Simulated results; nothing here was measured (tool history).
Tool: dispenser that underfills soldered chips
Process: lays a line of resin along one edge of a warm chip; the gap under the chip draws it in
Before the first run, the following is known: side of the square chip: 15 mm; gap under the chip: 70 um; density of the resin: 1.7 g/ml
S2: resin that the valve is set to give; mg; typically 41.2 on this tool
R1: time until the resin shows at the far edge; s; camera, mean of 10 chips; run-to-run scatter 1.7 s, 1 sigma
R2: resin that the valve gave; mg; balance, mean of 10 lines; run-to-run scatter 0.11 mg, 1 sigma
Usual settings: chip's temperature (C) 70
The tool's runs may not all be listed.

{"run": 1, "day": 0.0, "chip's temperature (C)": 70, "S2": 41.2, "R1": 262.6, "R2": 39.66}
{"day": 0.071, "done": "new syringe of resin"}
{"run": 2, "day": 0.5, "chip's temperature (C)": 70, "S2": 41.2, "R1": 260.5, "R2": 39.75}
{"day": 0.55, "done": "new syringe of resin"}
{"day": 1.029, "done": "new syringe of resin"}
{"run": 3, "day": 1.117, "chip's temperature (C)": 70, "S2": 41.2, "R1": 176.1, "R2": 39.43}
{"day": 1.479, "done": "new syringe of resin"}
{"run": 4, "day": 1.479, "chip's temperature (C)": 70, "S2": 41.2, "R1": 157.8, "R2": 39.3}
{"run": 5, "day": 1.738, "chip's temperature (C)": 70, "S2": 41.2, "R1": 213.2, "R2": 39.2}
{"day": 1.958, "done": "new syringe of resin"}
{"run": 6, "day": 2.017, "chip's temperature (C)": 70, "S2": 41.2, "R1": 170.5, "R2": 39.19}
{"day": 2.417, "done": "new syringe of resin"}
{"run": 7, "day": 2.417, "chip's temperature (C)": 70, "S2": 49.4, "R1": 152.3, "R2": 46.8}
{"day": 2.529, "done": "dispensing valve cleaned and set on the balance"}
{"day": 2.938, "done": "new syringe of resin"}
{"run": 8, "day": 3.05, "chip's temperature (C)": 78, "S2": 49.4, "R1": 124.5, "R2": 49.19}
{"day": 3.408, "done": "new syringe of resin"}
{"run": 9, "day": 3.425, "chip's temperature (C)": 70, "S2": 44.7, "R1": 159.4, "R2": 44.22}
{"day": 3.904, "done": "new syringe of resin"}
{"run": 10, "day": 3.904, "chip's temperature (C)": 70, "S2": 44.7, "R1": 151.1, "R2": 44.21}
{"day": 4.362, "done": "new syringe of resin"}
{"run": 11, "day": 4.362, "chip's temperature (C)": 70, "S2": 41.2, "R1": 159.2, "R2": 40.7}
{"run": 12, "day": 4.646, "chip's temperature (C)": 70, "S2": 41.2, "R1": 216.8, "R2": 40.46}
{"day": 4.85, "done": "new syringe of resin"}
{"run": 13, "day": 5.138, "chip's temperature (C)": 70, "S2": 41.2, "R1": 213.1, "R2": 40.15}
{"day": 5.342, "done": "new syringe of resin"}
{"run": 14, "day": 5.742, "chip's temperature (C)": 70, "S2": 41.2, "R1": 240.3, "R2": 40.08}
{"day": 5.796, "done": "new syringe of resin"}
{"run": 15, "day": 6.221, "chip's temperature (C)": 70, "S2": 45.5, "R1": 252.6, "R2": 44.12}
{"day": 6.288, "done": "new syringe of resin"}
{"run": 16, "day": 6.5, "chip's temperature (C)": 70, "S2": 45.5, "R1": 193.8, "R2": 44.08}
{"day": 6.758, "done": "new syringe of resin"}
{"run": 17, "day": 7.138, "chip's temperature (C)": 70, "S2": 45.5, "R1": 239.9, "R2": 43.61}
{"day": 7.254, "done": "new syringe of resin"}
{"day": 7.742, "done": "new syringe of resin"}
{"run": 18, "day": 7.762, "chip's temperature (C)": 72, "S2": 45.5, "R1": 142.3, "R2": 43.52}
{"run": 19, "day": 8.104, "chip's temperature (C)": 64, "S2": 36.5, "R1": 315.2, "R2": 34.68}
{"day": 8.204, "done": "new syringe of resin"}
{"run": 20, "day": 8.567, "chip's temperature (C)": 64, "S2": 36.5, "R1": 312.9, "R2": 34.57}
{"day": 8.671, "done": "new syringe of resin"}
{"run": 21, "day": 9.054, "chip's temperature (C)": 64, "S2": 36.5, "R1": 324.8, "R2": 34.75}
{"day": 9.154, "done": "new syringe of resin"}
{"run": 22, "day": 9.525, "chip's temperature (C)": 64, "S2": 36.5, "R1": 319.6, "R2": 34.51}
{"day": 9.604, "done": "dispensing valve cleaned and set on the balance"}
{"day": 9.654, "done": "new syringe of resin"}
{"run": 23, "day": 9.862, "chip's temperature (C)": 68, "S2": 52.0, "R1": 211.3, "R2": 51.5}
{"day": 10.104, "done": "new syringe of resin"}
{"run": 24, "day": 10.346, "chip's temperature (C)": 84, "S2": 47.2, "R1": 110.1, "R2": 46.91}

Run 25 is up next; what results do you expect?
{"day": 10.604, "done": "new syringe of resin"}
{"run": 25, "day": 10.929, "chip's temperature (C)": 67, "S2": 47.2, "R1": "?", "R2": "?"}

{"run 25": {"R1": 241.4, "R2": 46.5}}
With the hidden condition absent and the run-to-run variation left alone, this run would have shown R1 182.9 s, R2 47.06 mg.
